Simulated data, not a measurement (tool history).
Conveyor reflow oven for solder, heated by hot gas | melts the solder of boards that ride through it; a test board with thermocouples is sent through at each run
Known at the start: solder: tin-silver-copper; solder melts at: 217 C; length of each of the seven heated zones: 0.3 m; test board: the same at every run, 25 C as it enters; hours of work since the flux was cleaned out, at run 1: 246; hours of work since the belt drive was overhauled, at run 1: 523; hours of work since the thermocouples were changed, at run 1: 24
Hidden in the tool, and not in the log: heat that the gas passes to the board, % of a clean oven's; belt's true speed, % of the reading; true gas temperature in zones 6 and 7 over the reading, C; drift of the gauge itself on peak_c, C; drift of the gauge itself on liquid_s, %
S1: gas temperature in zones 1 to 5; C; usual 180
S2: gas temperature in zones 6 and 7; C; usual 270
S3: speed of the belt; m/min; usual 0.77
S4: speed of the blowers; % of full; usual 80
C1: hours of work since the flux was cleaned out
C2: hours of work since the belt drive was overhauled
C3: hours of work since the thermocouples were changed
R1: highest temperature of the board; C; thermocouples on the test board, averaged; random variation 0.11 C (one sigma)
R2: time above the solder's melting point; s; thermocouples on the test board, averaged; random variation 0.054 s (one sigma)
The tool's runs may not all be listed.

| run | hour | S1 | S2 | S3 | S4 | C1 | C2 | C3 | R1 | R2 |
|---|---|---|---|---|---|---|---|---|---|---|
| 1 | 0 | 180 | 270 | 0.77 | 80 | 246 | 523 | 24 | 253.5 | 37.03 |
| 2 | 5.2 | 180 | 270 | 0.77 | 80 | 250 | 526 | 27 | 253.5 | 36.95 |
| 3 | 10.3 | 180 | 270 | 0.77 | 88 | 253 | 529 | 30 | 255.1 | 38.02 |
| 4 | 18.6 | 180 | 270 | 0.77 | 80 | 258 | 534 | 35 | 253.6 | 36.88 |
| 5 | 25.4 | 173 | 270 | 0.77 | 80 | 262 | 539 | 40 | 251.9 | 34.82 |
| 6 | 29.3 | 173 | 270 | 0.77 | 80 | 265 | 541 | 42 | 252.2 | 34.71 |
| 7 | 36.4 | 172 | 270 | 0.77 | 80 | 269 | 546 | 47 | 251.9 | 34.3 |
| 8 | 41.8 | 172 | 270 | 0.77 | 80 | 273 | 549 | 50 | 251.8 | 34.34 |
| 9 | 48.6 | 172 | 270 | 0.77 | 80 | 277 | 554 | 55 | 251.7 | 34.34 |
| 10 | 53.6 | 172 | 270 | 0.77 | 80 | 280 | 557 | 58 | 251.8 | 34.33 |
| 11 | 62.3 | 172 | 270 | 0.77 | 80 | 286 | 562 | 63 | 252 | 34.3 |
| 12 | 69.8 | 172 | 270 | 0.77 | 80 | 291 | 567 | 68 | 251.6 | 34.26 |
| 13 | 74.5 | 180 | 270 | 0.77 | 56 | 294 | 570 | 71 | 245.8 | 31.75 |
| 14 | 78.7 | 180 | 270 | 0.77 | 56 | 296 | 573 | 74 | 245.7 | 31.74 |
| 15 | 82.9 | 180 | 270 | 0.77 | 56 | 299 | 575 | 76 | 245.7 | 31.71 |
| 16 | 91.4 | 180 | 260 | 0.77 | 80 | 304 | 581 | 82 | 244.5 | 32.74 |
| 17 | 96.8 | 180 | 273 | 0.691 | 55 | 308 | 584 | 85 | 252 | 39.76 |
| 18 | 105.7 | 169 | 273 | 0.885 | 55 | 314 | 590 | 91 | 237.6 | 19.88 |
| 19 | 113.9 | 169 | 273 | 0.885 | 55 | 319 | 595 | 96 | 237.6 | 19.86 |
| 20 | 121.4 | 169 | 270 | 0.885 | 55 | 324 | 600 | 101 | 235.3 | 18.31 |
| 21 | 125.9 | 192 | 282 | 0.854 | 62 | 326 | 603 | 104 | 256.1 | 35.96 |
| 22 | 132.3 | 192 | 270 | 0.711 | 51 | 331 | 607 | 108 | 249.7 | 40.62 |
| 23 | 136.2 | 192 | 270 | 0.711 | 51 | 333 | 609 | 110 | 249.8 | 40.66 |
| 24 | 142.7 | 192 | 262 | 0.711 | 59 | 337 | 614 | 115 | 245.9 | 39.22 |
|  | 148.8 | flux residue cleaned out of gas plates and filters |
| 25 | 151.6 | 194 | 262 | 0.691 | 88 | 2 | 616 | 117 | 255.3 | 47.52 |
| 26 | 158.4 | 180 | 270 | 0.855 | 57 | 6 | 620 | 121 | 245.4 | 28.16 |
| 27 | 164.7 | 194 | 261 | 0.855 | 77 | 10 | 624 | 125 | 247.6 | 34.69 |
| 28 | 172 | 180 | 270 | 0.77 | 80 | 15 | 629 | 130 | 256.5 | 38.75 |
| 29 | 178.2 | 168 | 284 | 0.77 | 74 | 19 | 633 | 134 | 265.1 | 38.8 |
| 30 | 185.5 | 180 | 263 | 0.77 | 80 | 23 | 638 | 139 | 250.3 | 36.13 |

Measured less the same run without the tool's hidden state. The same run-to-run variation is in both; the gauge's scatter may not be:
| run | R1 | R2 |
|---|---|---|
| 1 | -2 | -0.7 |
| 2 | -2 | -0.71 |
| 3 | -2.1 | -0.65 |
| 4 | -2 | -0.75 |
| 5 | -2.3 | -0.97 |
| 6 | -2.3 | -0.97 |
| 7 | -2.4 | -1.03 |
| 8 | -2.4 | -1.05 |
| 9 | -2.5 | -1.07 |
| 10 | -2.5 | -1.09 |
| 11 | -2.5 | -1.11 |
| 12 | -2.6 | -1.14 |
| 13 | -2 | -1.14 |
| 14 | -2 | -1.16 |
| 15 | -2.1 | -1.17 |
| 16 | -2.2 | -1.36 |
| 17 | -1.8 | -0.74 |
| 18 | -2.9 | -1.94 |
| 19 | -3 | -1.98 |
| 20 | -2.9 | -2.14 |
| 21 | -2.7 | -0.88 |
| 22 | -1.6 | -0.71 |
| 23 | -1.6 | -0.72 |
| 24 | -1.6 | -0.96 |
| 25 | +0.9 | +1.04 |
| 26 | +1.1 | +1.11 |
| 27 | +0.9 | +0.95 |
| 28 | +0.9 | +0.96 |
| 29 | +0.9 | +0.94 |
| 30 | +0.8 | +0.95 |
